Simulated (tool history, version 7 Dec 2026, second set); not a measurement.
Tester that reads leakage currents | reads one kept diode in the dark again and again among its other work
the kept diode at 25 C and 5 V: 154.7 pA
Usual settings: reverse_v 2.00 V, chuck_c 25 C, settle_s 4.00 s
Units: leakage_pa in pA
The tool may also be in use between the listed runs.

run	hour	reverse_v	chuck_c	settle_s	leakage_pa
1	0.0	2.00	25	4.00	93.07
2	24.9	2.00	25	4.00	92.90
3	53.8	2.00	25	4.00	92.54
4	81.5	6.74	25	4.00	177.99
5	110.5	2.00	33	4.00	163.69
6	143.3	2.00	33	4.00	163.03
7	162.7	2.00	33	4.00	162.48
8	182.0	2.00	33	4.00	162.35
9	210.0	1.97	33	4.00	161.51
# hour 215.5: probe card cleaned and baked
10	240.3	2.00	25	4.00	92.80
11	267.0	2.00	25	4.00	93.11
12	284.3	2.00	25	4.00	92.62
13	307.1	2.00	25	7.05	93.02
14	336.3	2.00	25	7.05	92.80
# hour 349.7: chuck's temperature calibrated
15	358.7	2.00	25	7.05	95.48
# hour 380.4: probe card cleaned and baked, once more
16	384.6	5.30	22	5.18	128.35
17	400.7	8.40	50	1.44	1071.39
18	420.4	4.85	51	2.27	851.24
19	446.3	2.00	25	1.43	94.99
20	461.6	2.00	27	0.78	109.94
21	483.7	2.00	27	9.13	109.46
22	512.6	14.66	25	7.38	274.08
23	537.9	14.66	25	7.38	273.76
24	552.5	14.66	25	7.38	274.08
25	583.8	2.70	25	5.16	111.33
26	607.1	2.70	25	5.16	111.26
27	621.7	8.34	60	0.93	1929.27
28	644.7	2.00	25	0.58	95.34
29	662.9	4.06	31	4.00	211.19

4 ways to go on from here, each from the tool as it stands after run 29. What would each give?
A	680.9	1.43	53	7.78	?
B	680.9	2.00	33	5.76	?
C	680.9	4.06	31	4.00	?
D	680.9	4.06	35	4.00	?

run	leakage_pa
A	500.28
B	166.06
C	210.76
D	276.51
Without the tool's hidden state the same runs would have given:
run	leakage_pa
A	503.06
B	166.90
C	211.73
D	277.86
